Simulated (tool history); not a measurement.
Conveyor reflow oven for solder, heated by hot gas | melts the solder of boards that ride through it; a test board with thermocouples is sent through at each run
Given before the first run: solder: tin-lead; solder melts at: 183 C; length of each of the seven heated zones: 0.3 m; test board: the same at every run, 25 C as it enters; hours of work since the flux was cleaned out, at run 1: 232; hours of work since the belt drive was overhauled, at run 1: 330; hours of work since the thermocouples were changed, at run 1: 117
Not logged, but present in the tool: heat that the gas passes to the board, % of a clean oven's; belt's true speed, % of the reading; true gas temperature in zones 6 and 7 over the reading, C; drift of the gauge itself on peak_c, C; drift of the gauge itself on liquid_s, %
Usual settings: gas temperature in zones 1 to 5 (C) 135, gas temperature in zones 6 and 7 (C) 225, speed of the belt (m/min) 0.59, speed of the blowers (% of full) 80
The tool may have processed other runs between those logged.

run	day	gas temperature in zones 1 to 5 (C)	gas temperature in zones 6 and 7 (C)	speed of the belt (m/min)	speed of the blowers (% of full)	hours of work since the flux was cleaned out	hours of work since the belt drive was overhauled	hours of work since the thermocouples were changed	highest temperature of the board (C)	time above the solder's melting point (s)
1	0	135	225	0.59	80	232	330	117	208.3	39.3
2	0.65	135	225	0.59	80	240	338	125	208.9	39.3
3	1.358	135	225	0.59	80	248	346	134	208.2	39.1
4	2.133	135	225	0.59	80	257	355	143	208.5	39
5	2.833	135	225	0.545	80	266	364	151	210.8	44.6
6	3.467	135	225	0.545	80	273	371	159	211.2	45.2
7	3.967	135	225	0.545	80	279	377	165	211	44.3
8	4.329	135	225	0.545	80	283	382	169	210.6	44.8
9	5.017	135	225	0.59	80	292	390	177	208	39.7
10	5.579	135	225	0.59	80	298	396	184	208.4	38.4
11	5.954	135	225	0.59	80	303	401	188	208.5	38.9
12	6.55	135	225	0.59	80	310	408	195	208.3	38.9
13	7.075	135	225	0.682	80	316	414	202	203.1	28.9
14	7.712	135	225	0.682	80	324	422	209	203.4	28.6
15	8.212	135	214	0.59	80	330	428	215	198.6	29.7
16	8.671	135	214	0.59	80	335	433	221	198.4	29.6
17	9.125	135	214	0.59	66	341	439	226	196.1	25
18	9.8	135	215	0.561	83	349	447	234	202	34.9
19	10.508	135	215	0.561	83	357	455	243	201.6	35.1
20	10.979	135	215	0.577	64	363	461	248	196.6	27.1
21	11.392	135	215	0.577	64	368	466	253	196.5	26.5
22	11.875	135	215	0.577	64	373	471	259	196.3	26.4
23	12.546	136	215	0.577	59	381	479	267	195.1	24.9
24	12.992	146	236	0.507	62	387	485	272	220	58.8
25	13.35	139	240	0.551	59	391	489	276	218.6	49.9
26	13.992	136	225	0.55	59	398	497	284	205.5	37.6
27	14.621	136	225	0.55	59	406	504	292	205.2	38
28	15.021	143	238	0.576	88	411	509	296	222.4	52.2
29	15.588	125	222	0.483	67	418	516	303	206.6	43.9
30	16.321	125	222	0.483	67	426	524	312	206.7	43.6
31	16.983	125	222	0.483	67	434	532	320	206.3	44

Branching from run 31: 3 alternative next runs. What would each branch give?
A	17.462	135	225	0.654	59	440	538	325	?	?
B	17.462	125	238	0.483	67	440	538	325	?	?
C	17.462	135	215	0.59	80	440	538	325	?	?

run	highest temperature of the board (C)	time above the solder's melting point (s)
A	198	23.5
B	220.3	55.3
C	199.4	30.1
Stripped of hidden state, with their random variation kept, the same runs would have yielded:
run	highest temperature of the board (C)	time above the solder's melting point (s)
A	200.8	26.7
B	222.9	56.8
C	202	33.7

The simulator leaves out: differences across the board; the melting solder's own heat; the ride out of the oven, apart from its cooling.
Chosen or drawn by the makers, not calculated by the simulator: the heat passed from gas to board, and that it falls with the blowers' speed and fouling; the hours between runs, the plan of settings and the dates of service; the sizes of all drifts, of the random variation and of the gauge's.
